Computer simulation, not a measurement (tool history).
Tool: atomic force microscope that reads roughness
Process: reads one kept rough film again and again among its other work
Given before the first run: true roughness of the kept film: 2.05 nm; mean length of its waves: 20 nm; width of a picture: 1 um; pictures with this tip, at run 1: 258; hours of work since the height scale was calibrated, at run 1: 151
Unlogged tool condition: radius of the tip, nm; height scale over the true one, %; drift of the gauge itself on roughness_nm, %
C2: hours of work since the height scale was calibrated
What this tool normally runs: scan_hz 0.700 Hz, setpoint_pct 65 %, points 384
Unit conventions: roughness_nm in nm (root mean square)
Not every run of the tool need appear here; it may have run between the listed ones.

{"run": 1, "hour": 0.0, "scan_hz": 0.7, "setpoint_pct": 65, "points": 384, "pictures with this tip": 258, "C2": 151, "roughness_nm": 1.215}
{"hour": 3.0, "done": "new tip fitted"}
{"run": 2, "hour": 23.3, "scan_hz": 0.7, "setpoint_pct": 65, "points": 384, "pictures with this tip": 17, "C2": 160, "roughness_nm": 1.655}
{"run": 3, "hour": 49.7, "scan_hz": 0.7, "setpoint_pct": 65, "points": 384, "pictures with this tip": 38, "C2": 171, "roughness_nm": 1.588}
{"run": 4, "hour": 66.3, "scan_hz": 0.7, "setpoint_pct": 65, "points": 384, "pictures with this tip": 52, "C2": 178, "roughness_nm": 1.562}
{"run": 5, "hour": 87.1, "scan_hz": 0.7, "setpoint_pct": 65, "points": 265, "pictures with this tip": 69, "C2": 187, "roughness_nm": 1.505}
{"run": 6, "hour": 112.8, "scan_hz": 0.7, "setpoint_pct": 65, "points": 265, "pictures with this tip": 90, "C2": 198, "roughness_nm": 1.454}
{"run": 7, "hour": 129.4, "scan_hz": 0.7, "setpoint_pct": 65, "points": 295, "pictures with this tip": 103, "C2": 204, "roughness_nm": 1.435}
{"run": 8, "hour": 145.5, "scan_hz": 0.7, "setpoint_pct": 65, "points": 447, "pictures with this tip": 116, "C2": 211, "roughness_nm": 1.435}
{"run": 9, "hour": 165.9, "scan_hz": 0.7, "setpoint_pct": 65, "points": 447, "pictures with this tip": 133, "C2": 220, "roughness_nm": 1.395}
{"run": 10, "hour": 183.9, "scan_hz": 0.7, "setpoint_pct": 65, "points": 384, "pictures with this tip": 148, "C2": 227, "roughness_nm": 1.353}
{"run": 11, "hour": 202.5, "scan_hz": 0.7, "setpoint_pct": 78, "points": 384, "pictures with this tip": 163, "C2": 235, "roughness_nm": 1.297}
{"run": 12, "hour": 230.8, "scan_hz": 0.7, "setpoint_pct": 78, "points": 384, "pictures with this tip": 186, "C2": 247, "roughness_nm": 1.254}
{"run": 13, "hour": 248.8, "scan_hz": 0.7, "setpoint_pct": 78, "points": 384, "pictures with this tip": 201, "C2": 254, "roughness_nm": 1.228}
{"run": 14, "hour": 267.2, "scan_hz": 0.7, "setpoint_pct": 78, "points": 384, "pictures with this tip": 216, "C2": 262, "roughness_nm": 1.202}
{"run": 15, "hour": 292.2, "scan_hz": 0.7, "setpoint_pct": 78, "points": 384, "pictures with this tip": 236, "C2": 272, "roughness_nm": 1.188}
{"run": 16, "hour": 313.5, "scan_hz": 0.7, "setpoint_pct": 65, "points": 384, "pictures with this tip": 253, "C2": 281, "roughness_nm": 1.195}
{"hour": 320.9, "done": "new tip fitted"}
{"run": 17, "hour": 330.4, "scan_hz": 0.7, "setpoint_pct": 65, "points": 384, "pictures with this tip": 8, "C2": 288, "roughness_nm": 1.684}
{"run": 18, "hour": 354.8, "scan_hz": 0.7, "setpoint_pct": 56, "points": 384, "pictures with this tip": 28, "C2": 298, "roughness_nm": 1.657}
{"run": 19, "hour": 374.6, "scan_hz": 1.103, "setpoint_pct": 65, "points": 384, "pictures with this tip": 44, "C2": 306, "roughness_nm": 1.568}
{"run": 20, "hour": 394.4, "scan_hz": 0.7, "setpoint_pct": 57, "points": 384, "pictures with this tip": 60, "C2": 314, "roughness_nm": 1.572}
{"run": 21, "hour": 417.2, "scan_hz": 0.7, "setpoint_pct": 57, "points": 384, "pictures with this tip": 79, "C2": 324, "roughness_nm": 1.509}
{"run": 22, "hour": 439.5, "scan_hz": 0.7, "setpoint_pct": 65, "points": 777, "pictures with this tip": 97, "C2": 333, "roughness_nm": 1.477}
{"run": 23, "hour": 456.4, "scan_hz": 0.7, "setpoint_pct": 69, "points": 434, "pictures with this tip": 111, "C2": 340, "roughness_nm": 1.42}
{"run": 24, "hour": 467.8, "scan_hz": 0.7, "setpoint_pct": 69, "points": 434, "pictures with this tip": 120, "C2": 345, "roughness_nm": 1.413}
{"run": 25, "hour": 492.6, "scan_hz": 0.551, "setpoint_pct": 89, "points": 452, "pictures with this tip": 140, "C2": 355, "roughness_nm": 1.315}
{"run": 26, "hour": 511.4, "scan_hz": 0.551, "setpoint_pct": 89, "points": 452, "pictures with this tip": 156, "C2": 363, "roughness_nm": 1.293}
{"run": 27, "hour": 536.2, "scan_hz": 2.732, "setpoint_pct": 65, "points": 384, "pictures with this tip": 176, "C2": 373, "roughness_nm": 1.209}
{"run": 28, "hour": 563.1, "scan_hz": 2.732, "setpoint_pct": 65, "points": 384, "pictures with this tip": 198, "C2": 384, "roughness_nm": 1.176}
{"run": 29, "hour": 577.9, "scan_hz": 0.81, "setpoint_pct": 65, "points": 293, "pictures with this tip": 210, "C2": 390, "roughness_nm": 1.226}
{"run": 30, "hour": 590.4, "scan_hz": 0.7, "setpoint_pct": 87, "points": 384, "pictures with this tip": 220, "C2": 395, "roughness_nm": 1.151}
{"run": 31, "hour": 606.5, "scan_hz": 2.644, "setpoint_pct": 87, "points": 494, "pictures with this tip": 233, "C2": 402, "roughness_nm": 0.939}
{"run": 32, "hour": 626.3, "scan_hz": 2.644, "setpoint_pct": 87, "points": 494, "pictures with this tip": 249, "C2": 410, "roughness_nm": 0.924}
{"hour": 639.1, "done": "new tip fitted"}
{"run": 33, "hour": 651.5, "scan_hz": 2.644, "setpoint_pct": 87, "points": 494, "pictures with this tip": 10, "C2": 421, "roughness_nm": 1.293}
{"run": 34, "hour": 677.8, "scan_hz": 1.556, "setpoint_pct": 82, "points": 940, "pictures with this tip": 32, "C2": 431, "roughness_nm": 1.475}
{"run": 35, "hour": 702.2, "scan_hz": 0.653, "setpoint_pct": 56, "points": 677, "pictures with this tip": 52, "C2": 442, "roughness_nm": 1.604}
{"run": 36, "hour": 727.9, "scan_hz": 0.525, "setpoint_pct": 69, "points": 614, "pictures with this tip": 73, "C2": 452, "roughness_nm": 1.545}
{"run": 37, "hour": 748.3, "scan_hz": 1.362, "setpoint_pct": 62, "points": 465, "pictures with this tip": 89, "C2": 461, "roughness_nm": 1.48}
{"run": 38, "hour": 766.2, "scan_hz": 1.362, "setpoint_pct": 62, "points": 465, "pictures with this tip": 104, "C2": 468, "roughness_nm": 1.438}
{"run": 39, "hour": 793.8, "scan_hz": 1.362, "setpoint_pct": 62, "points": 465, "pictures with this tip": 127, "C2": 480, "roughness_nm": 1.387}
{"run": 40, "hour": 818.6, "scan_hz": 1.362, "setpoint_pct": 84, "points": 736, "pictures with this tip": 147, "C2": 490, "roughness_nm": 1.23}
{"run": 41, "hour": 840.8, "scan_hz": 0.521, "setpoint_pct": 85, "points": 384, "pictures with this tip": 165, "C2": 499, "roughness_nm": 1.296}
{"run": 42, "hour": 867.8, "scan_hz": 0.7, "setpoint_pct": 65, "points": 285, "pictures with this tip": 187, "C2": 510, "roughness_nm": 1.292}
{"run": 43, "hour": 884.9, "scan_hz": 2.804, "setpoint_pct": 76, "points": 260, "pictures with this tip": 201, "C2": 517, "roughness_nm": 1.059}

How would selected steps in roughness_nm from run to run divide? Give the signed amount a tool lacking its hidden state would still show from settings, what came in and random variation, and the signed amount left for the hidden state, including any gauge scatter that is not in both of the compared results.
Run 1 -> 2: new tip fitted. roughness_nm +0.440 nm (root mean square): hidden state +0.436, all else +0.004.
Run 16 -> 17: new tip fitted. roughness_nm +0.489 nm (root mean square): hidden state +0.490, all else -0.001.
Run 32 -> 33: new tip fitted. roughness_nm +0.369 nm (root mean square): hidden state +0.380, all else -0.011.
